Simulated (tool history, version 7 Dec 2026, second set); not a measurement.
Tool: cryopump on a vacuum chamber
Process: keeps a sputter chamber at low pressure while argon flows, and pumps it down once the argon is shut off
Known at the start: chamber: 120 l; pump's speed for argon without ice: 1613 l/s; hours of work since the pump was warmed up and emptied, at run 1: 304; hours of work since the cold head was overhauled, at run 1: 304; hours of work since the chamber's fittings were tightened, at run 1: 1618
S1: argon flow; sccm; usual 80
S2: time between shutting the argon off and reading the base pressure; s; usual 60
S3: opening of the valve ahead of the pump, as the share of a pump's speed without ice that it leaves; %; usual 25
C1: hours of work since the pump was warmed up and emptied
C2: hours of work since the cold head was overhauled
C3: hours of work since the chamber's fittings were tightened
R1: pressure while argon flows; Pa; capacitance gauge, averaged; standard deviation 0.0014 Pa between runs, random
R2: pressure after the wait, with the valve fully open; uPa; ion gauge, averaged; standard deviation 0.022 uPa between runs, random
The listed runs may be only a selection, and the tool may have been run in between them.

{"run": 1, "hour": 0.0, "S1": 80, "S2": 60, "S3": 25, "C1": 304, "C2": 304, "C3": 1618, "R1": 0.3511, "R2": 2.14}
{"run": 2, "hour": 12.9, "S1": 80, "S2": 60, "S3": 25, "C1": 312, "C2": 312, "C3": 1626, "R1": 0.3526, "R2": 2.13}
{"run": 3, "hour": 31.5, "S1": 80, "S2": 60, "S3": 25, "C1": 324, "C2": 324, "C3": 1638, "R1": 0.3539, "R2": 2.16}
{"run": 4, "hour": 41.2, "S1": 80, "S2": 60, "S3": 25, "C1": 331, "C2": 331, "C3": 1644, "R1": 0.3538, "R2": 2.15}
{"run": 5, "hour": 50.1, "S1": 80, "S2": 60, "S3": 25, "C1": 336, "C2": 336, "C3": 1650, "R1": 0.3553, "R2": 2.23}
{"run": 6, "hour": 59.9, "S1": 80, "S2": 60, "S3": 29, "C1": 343, "C2": 343, "C3": 1656, "R1": 0.3098, "R2": 2.23}
{"run": 7, "hour": 70.0, "S1": 80, "S2": 60, "S3": 29, "C1": 349, "C2": 349, "C3": 1663, "R1": 0.3073, "R2": 2.22}
{"run": 8, "hour": 81.5, "S1": 80, "S2": 60, "S3": 29, "C1": 357, "C2": 357, "C3": 1670, "R1": 0.3106, "R2": 2.23}
{"run": 9, "hour": 94.8, "S1": 80, "S2": 60, "S3": 29, "C1": 365, "C2": 365, "C3": 1679, "R1": 0.3085, "R2": 2.32}
{"run": 10, "hour": 105.0, "S1": 80, "S2": 60, "S3": 29, "C1": 372, "C2": 372, "C3": 1686, "R1": 0.3111, "R2": 2.25}
{"run": 11, "hour": 123.6, "S1": 80, "S2": 60, "S3": 25, "C1": 384, "C2": 384, "C3": 1698, "R1": 0.355, "R2": 2.29}
{"run": 12, "hour": 132.2, "S1": 80, "S2": 60, "S3": 25, "C1": 389, "C2": 389, "C3": 1703, "R1": 0.3603, "R2": 2.34}
{"run": 13, "hour": 144.7, "S1": 80, "S2": 60, "S3": 25, "C1": 397, "C2": 397, "C3": 1711, "R1": 0.356, "R2": 2.35}
{"run": 14, "hour": 158.5, "S1": 80, "S2": 60, "S3": 25, "C1": 406, "C2": 406, "C3": 1720, "R1": 0.3578, "R2": 2.44}
{"run": 15, "hour": 173.5, "S1": 123, "S2": 237, "S3": 25, "C1": 416, "C2": 416, "C3": 1730, "R1": 0.5549, "R2": 2.15}
{"run": 16, "hour": 187.1, "S1": 123, "S2": 237, "S3": 25, "C1": 425, "C2": 425, "C3": 1739, "R1": 0.5525, "R2": 2.19}
{"run": 17, "hour": 206.4, "S1": 49, "S2": 28, "S3": 25, "C1": 437, "C2": 437, "C3": 1751, "R1": 0.2221, "R2": 2.85}
{"run": 18, "hour": 216.2, "S1": 80, "S2": 60, "S3": 25, "C1": 444, "C2": 444, "C3": 1757, "R1": 0.3636, "R2": 2.38}
{"hour": 231.1, "done": "pump warmed up, emptied and cooled again"}
{"run": 19, "hour": 240.4, "S1": 64, "S2": 187, "S3": 25, "C1": 6, "C2": 456, "C3": 1770, "R1": 0.2712, "R2": 1.75}
{"run": 20, "hour": 254.5, "S1": 34, "S2": 81, "S3": 20, "C1": 15, "C2": 465, "C3": 1779, "R1": 0.1771, "R2": 1.97}
{"run": 21, "hour": 265.6, "S1": 34, "S2": 81, "S3": 23, "C1": 22, "C2": 472, "C3": 1786, "R1": 0.157, "R2": 1.96}
{"run": 22, "hour": 282.7, "S1": 115, "S2": 81, "S3": 23, "C1": 33, "C2": 483, "C3": 1797, "R1": 0.5261, "R2": 1.96}
{"run": 23, "hour": 298.9, "S1": 136, "S2": 97, "S3": 40, "C1": 44, "C2": 494, "C3": 1807, "R1": 0.3644, "R2": 1.94}
{"run": 24, "hour": 312.3, "S1": 145, "S2": 167, "S3": 46, "C1": 52, "C2": 502, "C3": 1816, "R1": 0.3381, "R2": 1.84}
{"run": 25, "hour": 326.2, "S1": 75, "S2": 43, "S3": 42, "C1": 61, "C2": 511, "C3": 1825, "R1": 0.1893, "R2": 2.16}
{"run": 26, "hour": 339.7, "S1": 50, "S2": 60, "S3": 59, "C1": 70, "C2": 520, "C3": 1834, "R1": 0.0913, "R2": 2.08}
{"run": 27, "hour": 348.6, "S1": 46, "S2": 131, "S3": 17, "C1": 76, "C2": 526, "C3": 1840, "R1": 0.285, "R2": 1.91}
{"run": 28, "hour": 367.6, "S1": 70, "S2": 114, "S3": 16, "C1": 88, "C2": 538, "C3": 1852, "R1": 0.4623, "R2": 1.95}

Each row is a separate what-if for the run after 28, all from the same tool condition, not one after another. Results?
{"run": "A", "hour": 378.9, "S1": 70, "S2": 183, "S3": 41, "C1": 95, "C2": 545, "C3": 1859, "R1": "?", "R2": "?"}
{"run": "B", "hour": 378.9, "S1": 116, "S2": 114, "S3": 50, "C1": 95, "C2": 545, "C3": 1859, "R1": "?", "R2": "?"}
{"run": "C", "hour": 378.9, "S1": 45, "S2": 45, "S3": 48, "C1": 95, "C2": 545, "C3": 1859, "R1": "?", "R2": "?"}
{"run": "D", "hour": 378.9, "S1": 80, "S2": 130, "S3": 25, "C1": 95, "C2": 545, "C3": 1859, "R1": "?", "R2": "?"}

run=A R1=0.1852 R2=1.89
run=B R1=0.2534 R2=1.97
run=C R1=0.1020 R2=2.27
run=D R1=0.3409 R2=1.99
Without the tool's hidden state the same runs would have given:
run=A R1=0.1800 R2=0.28
run=B R1=0.2447 R2=0.37
run=C R1=0.0986 R2=0.69
run=D R1=0.3349 R2=0.36
